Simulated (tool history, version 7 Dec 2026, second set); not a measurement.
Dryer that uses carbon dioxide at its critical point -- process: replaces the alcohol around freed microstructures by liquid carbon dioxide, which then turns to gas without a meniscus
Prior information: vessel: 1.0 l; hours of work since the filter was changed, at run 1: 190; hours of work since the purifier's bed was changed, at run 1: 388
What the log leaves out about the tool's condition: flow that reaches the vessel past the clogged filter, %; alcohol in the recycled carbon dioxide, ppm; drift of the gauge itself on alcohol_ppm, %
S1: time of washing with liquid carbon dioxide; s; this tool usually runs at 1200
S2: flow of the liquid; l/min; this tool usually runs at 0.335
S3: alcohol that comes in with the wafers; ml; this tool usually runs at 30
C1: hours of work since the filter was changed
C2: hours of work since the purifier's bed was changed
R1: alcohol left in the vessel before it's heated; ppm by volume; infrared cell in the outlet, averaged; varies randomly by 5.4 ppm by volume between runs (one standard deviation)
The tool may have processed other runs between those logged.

Run 1, hour 0: usual settings; C1 190; C2 388. Result: R1 225 ppm by volume.
Run 2, hour 16.4: usual settings but S2 0.484 l/min; C1 201; C2 398. Result: R1 53 ppm by volume.
Run 3, hour 24.7: usual settings but S2 0.484 l/min; C1 206; C2 404. Result: R1 39 ppm by volume.
Run 4, hour 42.1: usual settings but S2 0.484 l/min; C1 218; C2 415. Result: R1 39 ppm by volume.
Run 5, hour 58.4: usual settings but S1 960 s, S2 0.484 l/min; C1 228; C2 426. Result: R1 117 ppm by volume.
Run 6, hour 68.7: usual settings but S2 0.22 l/min; C1 235; C2 432. Result: R1 1280 ppm by volume.
Run 7, hour 81.7: usual settings but S2 0.22 l/min; C1 243; C2 441. Result: R1 1295 ppm by volume.
Run 8, hour 99.2: usual settings but S2 0.22 l/min; C1 255; C2 452. Result: R1 1315 ppm by volume.
Run 9, hour 107.6: usual settings but S2 0.22 l/min; C1 260; C2 457. Result: R1 1314 ppm by volume.
Run 10, hour 120.4: usual settings but S2 0.22 l/min; C1 268; C2 466. Result: R1 1390 ppm by volume.
Run 11, hour 133.5: usual settings but S2 0.22 l/min; C1 277; C2 474. Result: R1 1362 ppm by volume.
Run 12, hour 147.1: usual settings; C1 286; C2 483. Result: R1 256 ppm by volume.
Run 13, hour 154.7: usual settings; C1 291; C2 488. Result: R1 274 ppm by volume.
Run 14, hour 164.6: usual settings but S3 57 ml; C1 297; C2 494. Result: R1 500 ppm by volume.
Run 15, hour 171.7: usual settings but S1 1260 s, S2 0.558 l/min, S3 20 ml; C1 301; C2 499. Result: R1 37 ppm by volume.
Run 16, hour 187.4: usual settings but S1 900 s, S2 0.45 l/min, S3 25 ml; C1 312; C2 509. Result: R1 226 ppm by volume.
At hour 197.3: inlet filter changed.
Run 17, hour 198.4: usual settings but S1 900 s, S2 0.45 l/min, S3 25 ml; C1 1; C2 516. Result: R1 132 ppm by volume.
Run 18, hour 212.1: usual settings but S1 900 s, S2 0.45 l/min, S3 25 ml; C1 10; C2 524. Result: R1 128 ppm by volume.
Run 19, hour 222.9: usual settings but S1 1620 s, S3 22 ml; C1 17; C2 531. Result: R1 55 ppm by volume.
Run 20, hour 236: usual settings but S3 22 ml; C1 25; C2 540. Result: R1 142 ppm by volume.
Run 21, hour 246.6: usual settings but S2 0.245 l/min; C1 32; C2 547. Result: R1 700 ppm by volume.
Run 22, hour 257.5: usual settings but S1 1020 s, S2 0.245 l/min, S3 20 ml; C1 39; C2 554. Result: R1 828 ppm by volume.
Run 23, hour 272.3: usual settings but S1 720 s, S2 0.484 l/min; C1 48; C2 563. Result: R1 308 ppm by volume.
Run 24, hour 279.5: usual settings but S1 780 s, S2 0.221 l/min, S3 65 ml; C1 53; C2 568. Result: R1 7186 ppm by volume.
Run 25, hour 292.7: usual settings but S1 900 s, S2 0.492 l/min; C1 62; C2 576. Result: R1 116 ppm by volume.
Run 26, hour 303.9: usual settings but S1 900 s, S2 0.363 l/min, S3 43 ml; C1 69; C2 584. Result: R1 617 ppm by volume.
Run 27, hour 314.3: usual settings but S2 0.388 l/min; C1 76; C2 590. Result: R1 99 ppm by volume.

Below, some changes in R1 between adjacent runs. For each, the amount present without the hidden state too (settings, incoming material, random variation) and the amount remaining for the hidden state with gauge scatter not shared by both compared results:
Run 23 -> 24: S1 720 -> 780, S2 0.484 -> 0.221, S3 30 -> 65. R1 +6878 ppm by volume: hidden state +428, all else +6450.
Run 24 -> 25: S1 780 -> 900, S2 0.221 -> 0.492, S3 65 -> 30. R1 -7070 ppm by volume: hidden state -446, all else -6624.

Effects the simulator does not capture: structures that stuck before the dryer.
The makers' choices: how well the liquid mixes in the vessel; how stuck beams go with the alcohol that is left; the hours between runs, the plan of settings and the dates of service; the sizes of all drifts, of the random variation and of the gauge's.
